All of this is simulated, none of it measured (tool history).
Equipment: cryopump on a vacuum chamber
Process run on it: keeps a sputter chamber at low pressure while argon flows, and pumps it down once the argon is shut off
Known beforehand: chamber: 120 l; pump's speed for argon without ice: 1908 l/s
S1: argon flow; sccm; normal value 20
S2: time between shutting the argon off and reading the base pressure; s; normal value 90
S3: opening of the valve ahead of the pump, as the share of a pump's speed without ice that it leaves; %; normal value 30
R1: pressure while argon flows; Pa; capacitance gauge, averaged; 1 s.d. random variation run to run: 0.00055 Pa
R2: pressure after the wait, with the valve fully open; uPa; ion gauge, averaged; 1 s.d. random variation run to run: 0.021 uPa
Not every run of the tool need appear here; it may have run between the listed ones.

| run | hour | S1 | S2 | S3 | R1 | R2 |
|---|---|---|---|---|---|---|
| 1 | 0.0 | 20 | 90 | 30 | 0.0610 | 0.89 |
| 2 | 86.7 | 20 | 194 | 30 | 0.0615 | 0.75 |
| 3 | 155.6 | 20 | 194 | 30 | 0.0610 | 0.81 |
| 4 | 247.0 | 20 | 194 | 30 | 0.0628 | 0.84 |
| 5 | 292.3 | 20 | 194 | 16 | 0.1150 | 0.87 |
| 6 | 383.1 | 20 | 194 | 16 | 0.1164 | 0.94 |
| 7 | 422.5 | 12 | 119 | 16 | 0.0699 | 1.03 |
| 8 | 505.2 | 12 | 119 | 16 | 0.0700 | 1.04 |
| 9 | 554.7 | 12 | 239 | 16 | 0.0724 | 1.00 |
| 10 | 606.9 | 12 | 239 | 16 | 0.0723 | 1.08 |
| 11 | 674.6 | 33 | 105 | 30 | 0.1124 | 1.19 |
|  | 710.5 | pump warmed up, emptied and cooled again |
|  | 722.5 | leaking fittings of the chamber tightened, without venting |
| 12 | 771.2 | 21 | 90 | 26 | 0.0728 | 0.39 |

Here are 3 independent what-if runs from the current tool condition. What would each one return?
| A | 846.3 | 21 | 56 | 39 | ? | ? |
| B | 846.3 | 20 | 90 | 33 | ? | ? |
| C | 846.3 | 21 | 298 | 26 | ? | ? |

| run | R1 | R2 |
|---|---|---|
| A | 0.0493 | 0.52 |
| B | 0.0557 | 0.36 |
| C | 0.0733 | 0.25 |
Stripped of hidden state, with their random variation kept, the same runs would have yielded:
| run | R1 | R2 |
|---|---|---|
| A | 0.0475 | 0.48 |
| B | 0.0540 | 0.31 |
| C | 0.0714 | 0.21 |
